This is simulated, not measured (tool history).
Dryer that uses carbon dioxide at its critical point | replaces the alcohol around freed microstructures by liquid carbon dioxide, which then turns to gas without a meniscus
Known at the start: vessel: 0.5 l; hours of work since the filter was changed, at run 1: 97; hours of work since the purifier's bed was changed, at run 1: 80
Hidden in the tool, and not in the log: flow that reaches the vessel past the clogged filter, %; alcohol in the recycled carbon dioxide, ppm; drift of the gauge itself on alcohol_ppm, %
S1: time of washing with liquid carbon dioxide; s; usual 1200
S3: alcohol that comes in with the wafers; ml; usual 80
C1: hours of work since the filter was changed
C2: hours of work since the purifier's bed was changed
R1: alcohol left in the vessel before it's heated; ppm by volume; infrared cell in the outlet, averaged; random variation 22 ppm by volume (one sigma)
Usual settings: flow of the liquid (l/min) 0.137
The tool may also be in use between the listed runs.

{"run": 1, "day": 0.0, "S1": 1200, "flow of the liquid (l/min)": 0.137, "S3": 80, "C1": 97, "C2": 80, "R1": 1584}
{"run": 2, "day": 1.046, "S1": 1200, "flow of the liquid (l/min)": 0.137, "S3": 40, "C1": 106, "C2": 89, "R1": 806}
{"run": 3, "day": 1.8, "S1": 780, "flow of the liquid (l/min)": 0.137, "S3": 80, "C1": 113, "C2": 96, "R1": 8130}
{"run": 4, "day": 2.7, "S1": 780, "flow of the liquid (l/min)": 0.137, "S3": 80, "C1": 120, "C2": 104, "R1": 8078}
{"run": 5, "day": 3.921, "S1": 780, "flow of the liquid (l/min)": 0.137, "S3": 80, "C1": 131, "C2": 114, "R1": 7991}
{"run": 6, "day": 5.258, "S1": 780, "flow of the liquid (l/min)": 0.137, "S3": 80, "C1": 143, "C2": 126, "R1": 8043}
{"run": 7, "day": 6.6, "S1": 780, "flow of the liquid (l/min)": 0.137, "S3": 80, "C1": 154, "C2": 138, "R1": 7998}
{"run": 8, "day": 7.942, "S1": 780, "flow of the liquid (l/min)": 0.137, "S3": 80, "C1": 166, "C2": 149, "R1": 8403}
{"run": 9, "day": 8.712, "S1": 1200, "flow of the liquid (l/min)": 0.137, "S3": 80, "C1": 173, "C2": 156, "R1": 1675}
{"run": 10, "day": 9.721, "S1": 720, "flow of the liquid (l/min)": 0.137, "S3": 80, "C1": 182, "C2": 165, "R1": 10309}
{"run": 11, "day": 10.688, "S1": 720, "flow of the liquid (l/min)": 0.137, "S3": 80, "C1": 190, "C2": 173, "R1": 10381}
{"run": 12, "day": 11.317, "S1": 1200, "flow of the liquid (l/min)": 0.137, "S3": 80, "C1": 195, "C2": 179, "R1": 1775}
{"run": 13, "day": 12.071, "S1": 1200, "flow of the liquid (l/min)": 0.137, "S3": 80, "C1": 202, "C2": 185, "R1": 1736}
{"run": 14, "day": 12.988, "S1": 1200, "flow of the liquid (l/min)": 0.137, "S3": 80, "C1": 210, "C2": 193, "R1": 1827}
{"run": 15, "day": 13.729, "S1": 1200, "flow of the liquid (l/min)": 0.137, "S3": 80, "C1": 216, "C2": 200, "R1": 1823}
{"run": 16, "day": 14.362, "S1": 1200, "flow of the liquid (l/min)": 0.121, "S3": 80, "C1": 222, "C2": 205, "R1": 3009}
{"run": 17, "day": 15.479, "S1": 1140, "flow of the liquid (l/min)": 0.137, "S3": 80, "C1": 232, "C2": 215, "R1": 2267}
{"run": 18, "day": 16.7, "S1": 1140, "flow of the liquid (l/min)": 0.137, "S3": 80, "C1": 242, "C2": 226, "R1": 2313}
{"run": 19, "day": 17.938, "S1": 1140, "flow of the liquid (l/min)": 0.137, "S3": 80, "C1": 253, "C2": 236, "R1": 2292}
{"run": 20, "day": 19.042, "S1": 1260, "flow of the liquid (l/min)": 0.137, "S3": 38, "C1": 263, "C2": 246, "R1": 764}
{"run": 21, "day": 19.929, "S1": 840, "flow of the liquid (l/min)": 0.219, "S3": 99, "C1": 270, "C2": 254, "R1": 1540}
{"run": 22, "day": 21.3, "S1": 840, "flow of the liquid (l/min)": 0.219, "S3": 99, "C1": 282, "C2": 266, "R1": 1585}
{"run": 23, "day": 22.371, "S1": 1500, "flow of the liquid (l/min)": 0.137, "S3": 21, "C1": 292, "C2": 275, "R1": 265}
{"run": 24, "day": 23.6, "S1": 720, "flow of the liquid (l/min)": 0.212, "S3": 36, "C1": 302, "C2": 286, "R1": 1322}
{"run": 25, "day": 24.521, "S1": 720, "flow of the liquid (l/min)": 0.212, "S3": 36, "C1": 310, "C2": 294, "R1": 1382}
{"run": 26, "day": 25.417, "S1": 720, "flow of the liquid (l/min)": 0.12, "S3": 39, "C1": 318, "C2": 302, "R1": 7435}
{"run": 27, "day": 26.388, "S1": 720, "flow of the liquid (l/min)": 0.12, "S3": 39, "C1": 327, "C2": 310, "R1": 7628}
{"run": 28, "day": 27.692, "S1": 720, "flow of the liquid (l/min)": 0.12, "S3": 39, "C1": 338, "C2": 321, "R1": 7519}
{"run": 29, "day": 29.058, "S1": 720, "flow of the liquid (l/min)": 0.12, "S3": 39, "C1": 350, "C2": 333, "R1": 7739}
{"run": 30, "day": 30.258, "S1": 720, "flow of the liquid (l/min)": 0.12, "S3": 39, "C1": 360, "C2": 344, "R1": 7716}
{"run": 31, "day": 31.538, "S1": 840, "flow of the liquid (l/min)": 0.159, "S3": 39, "C1": 371, "C2": 355, "R1": 2353}
{"run": 32, "day": 32.892, "S1": 1260, "flow of the liquid (l/min)": 0.091, "S3": 22, "C1": 383, "C2": 367, "R1": 2114}
{"run": 33, "day": 33.896, "S1": 1260, "flow of the liquid (l/min)": 0.091, "S3": 22, "C1": 392, "C2": 375, "R1": 2106}

Forecast each of these 3 alternatives for the next run:
{"run": "A", "day": 35.017, "S1": 1680, "flow of the liquid (l/min)": 0.226, "S3": 28, "C1": 402, "C2": 385, "R1": "?"}
{"run": "B", "day": 35.017, "S1": 1140, "flow of the liquid (l/min)": 0.091, "S3": 22, "C1": 402, "C2": 385, "R1": "?"}
{"run": "C", "day": 35.017, "S1": 1020, "flow of the liquid (l/min)": 0.125, "S3": 92, "C1": 402, "C2": 385, "R1": "?"}

run=A R1=158
run=B R1=2869
run=C R1=6286
Without the tool's hidden state the same runs would have given:
run=A R1=12
run=B R1=2141
run=C R1=4585

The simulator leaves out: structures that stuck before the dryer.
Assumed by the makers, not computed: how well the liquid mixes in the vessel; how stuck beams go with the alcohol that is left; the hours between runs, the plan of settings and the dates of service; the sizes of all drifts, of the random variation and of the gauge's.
